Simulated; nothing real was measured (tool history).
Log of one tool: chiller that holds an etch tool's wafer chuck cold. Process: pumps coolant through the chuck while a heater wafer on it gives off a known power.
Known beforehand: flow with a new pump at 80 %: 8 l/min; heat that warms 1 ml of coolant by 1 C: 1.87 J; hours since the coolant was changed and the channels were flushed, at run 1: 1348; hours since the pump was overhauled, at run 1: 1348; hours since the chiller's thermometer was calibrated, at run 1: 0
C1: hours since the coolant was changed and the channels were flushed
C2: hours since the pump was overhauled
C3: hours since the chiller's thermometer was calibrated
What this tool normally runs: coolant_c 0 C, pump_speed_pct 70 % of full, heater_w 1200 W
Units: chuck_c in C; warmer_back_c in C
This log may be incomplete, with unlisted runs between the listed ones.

run 1 hour=0.0 | coolant_c=0 pump_speed_pct=70 heater_w=1200 | C1=1348 C2=1348 C3=0 | chuck_c=12.3 warmer_back_c=5.67
run 2 hour=89.9 | coolant_c=0 pump_speed_pct=70 heater_w=1200 | C1=1438 C2=1438 C3=90 | chuck_c=12.3 warmer_back_c=5.72
run 3 hour=197.7 | coolant_c=0 pump_speed_pct=70 heater_w=1200 | C1=1546 C2=1546 C3=198 | chuck_c=12.3 warmer_back_c=5.68
run 4 hour=275.7 | coolant_c=0 pump_speed_pct=70 heater_w=1200 | C1=1624 C2=1624 C3=276 | chuck_c=12.3 warmer_back_c=5.71
run 5 hour=331.2 | coolant_c=9 pump_speed_pct=70 heater_w=1200 | C1=1680 C2=1680 C3=331 | chuck_c=21.1 warmer_back_c=5.68
run 6 hour=435.0 | coolant_c=-5 pump_speed_pct=70 heater_w=1200 | C1=1783 C2=1783 C3=435 | chuck_c=7.7 warmer_back_c=5.69
run 7 hour=533.1 | coolant_c=0 pump_speed_pct=70 heater_w=937 | C1=1882 C2=1882 C3=533 | chuck_c=9.6 warmer_back_c=4.45
run 8 hour=638.6 | coolant_c=0 pump_speed_pct=60 heater_w=937 | C1=1987 C2=1987 C3=639 | chuck_c=10.8 warmer_back_c=5.30
run 9 hour=698.1 | coolant_c=0 pump_speed_pct=60 heater_w=937 | C1=2047 C2=2047 C3=698 | chuck_c=10.7 warmer_back_c=5.30
run 10 hour=805.5 | coolant_c=6 pump_speed_pct=70 heater_w=1200 | C1=2154 C2=2154 C3=805 | chuck_c=18.3 warmer_back_c=5.74
run 11 hour=866.6 | coolant_c=0 pump_speed_pct=70 heater_w=1200 | C1=2215 C2=2215 C3=867 | chuck_c=12.3 warmer_back_c=5.75
run 12 hour=979.0 | coolant_c=0 pump_speed_pct=70 heater_w=1200 | C1=2327 C2=2327 C3=979 | chuck_c=12.7 warmer_back_c=5.78
run 13 hour=1034.4 | coolant_c=0 pump_speed_pct=70 heater_w=1200 | C1=2383 C2=2383 C3=1034 | chuck_c=12.7 warmer_back_c=5.82
run 14 hour=1106.3 | coolant_c=0 pump_speed_pct=70 heater_w=1200 | C1=2455 C2=2455 C3=1106 | chuck_c=12.6 warmer_back_c=5.69
run 15 hour=1193.2 | coolant_c=0 pump_speed_pct=70 heater_w=1200 | C1=2542 C2=2542 C3=1193 | chuck_c=12.6 warmer_back_c=5.75
run 16 hour=1239.9 | coolant_c=0 pump_speed_pct=70 heater_w=872 | C1=2588 C2=2588 C3=1240 | chuck_c=9.1 warmer_back_c=4.16
run 17 hour=1290.9 | coolant_c=0 pump_speed_pct=71 heater_w=1279 | C1=2639 C2=2639 C3=1291 | chuck_c=13.5 warmer_back_c=6.09
run 18 hour=1352.9 | coolant_c=0 pump_speed_pct=71 heater_w=1279 | C1=2701 C2=2701 C3=1353 | chuck_c=13.3 warmer_back_c=6.03
run 19 hour=1463.2 | coolant_c=7 pump_speed_pct=82 heater_w=672 | C1=2812 C2=2812 C3=1463 | chuck_c=13.3 warmer_back_c=2.70
run 20 hour=1563.6 | coolant_c=7 pump_speed_pct=82 heater_w=672 | C1=2912 C2=2912 C3=1564 | chuck_c=13.3 warmer_back_c=2.70
run 21 hour=1668.8 | coolant_c=7 pump_speed_pct=82 heater_w=954 | C1=3017 C2=3017 C3=1669 | chuck_c=16.1 warmer_back_c=3.88

Forecast run 22:
run 22 hour=1739.1 | coolant_c=-4 pump_speed_pct=63 heater_w=1200 | C1=3088 C2=3088 C3=1739 | chuck_c=? warmer_back_c=?

{"run 22": {"chuck_c": 9.8, "warmer_back_c": 6.51}}
On a tool with no hidden condition, and with the same random variation, this run would have come out at chuck_c 8.7 C, warmer_back_c 6.27 C.

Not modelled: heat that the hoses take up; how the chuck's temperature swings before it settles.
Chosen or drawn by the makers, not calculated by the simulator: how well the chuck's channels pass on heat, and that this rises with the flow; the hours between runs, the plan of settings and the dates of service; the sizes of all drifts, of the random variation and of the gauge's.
